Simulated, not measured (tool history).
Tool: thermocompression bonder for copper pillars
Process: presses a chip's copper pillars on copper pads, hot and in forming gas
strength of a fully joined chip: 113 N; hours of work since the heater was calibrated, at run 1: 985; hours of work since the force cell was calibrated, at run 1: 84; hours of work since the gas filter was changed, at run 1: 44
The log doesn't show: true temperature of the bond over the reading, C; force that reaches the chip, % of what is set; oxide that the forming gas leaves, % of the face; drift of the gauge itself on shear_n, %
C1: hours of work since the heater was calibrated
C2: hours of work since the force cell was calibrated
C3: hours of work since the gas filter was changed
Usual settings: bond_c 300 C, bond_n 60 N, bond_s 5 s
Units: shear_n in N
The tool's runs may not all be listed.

run 1 hour=0.0 | bond_c=300 bond_n=60 bond_s=5 | C1=985 C2=84 C3=44 | shear_n=46.2
run 2 hour=27.7 | bond_c=300 bond_n=60 bond_s=5 | C1=996 C2=95 C3=55 | shear_n=46.6
run 3 hour=58.1 | bond_c=300 bond_n=60 bond_s=5 | C1=1009 C2=107 C3=68 | shear_n=46.3
run 4 hour=74.8 | bond_c=300 bond_n=60 bond_s=5 | C1=1015 C2=114 C3=74 | shear_n=46.4
-- hour=86.4 heater calibrated with a thermocouple chip
run 5 hour=102.1 | bond_c=300 bond_n=60 bond_s=5 | C1=6 C2=124 C3=85 | shear_n=46.4
run 6 hour=128.9 | bond_c=300 bond_n=60 bond_s=5 | C1=17 C2=135 C3=96 | shear_n=46.7
run 7 hour=158.9 | bond_c=306 bond_n=40 bond_s=10 | C1=29 C2=147 C3=108 | shear_n=46.6
run 8 hour=183.6 | bond_c=306 bond_n=40 bond_s=10 | C1=39 C2=157 C3=118 | shear_n=46.9
run 9 hour=199.7 | bond_c=275 bond_n=40 bond_s=10 | C1=46 C2=163 C3=124 | shear_n=35.3
run 10 hour=227.0 | bond_c=275 bond_n=40 bond_s=10 | C1=57 C2=174 C3=135 | shear_n=35.7
run 11 hour=252.2 | bond_c=300 bond_n=60 bond_s=5 | C1=67 C2=185 C3=145 | shear_n=46.9
run 12 hour=276.7 | bond_c=300 bond_n=60 bond_s=5 | C1=77 C2=195 C3=155 | shear_n=46.4

Some steps in shear_n between neighbouring runs. How much of each would the tool show without its hidden state too (settings, what came in, random variation), and how much is left for the hidden state, with any gauge scatter that isn't in both results?
Run 3 -> 4: no setting changed, nothing entered. shear_n +0.1 N: hidden state +0.1, all else +0.0.
Run 8 -> 9: bond_c 306 -> 275. shear_n -11.6 N: hidden state +0.0, all else -11.6.
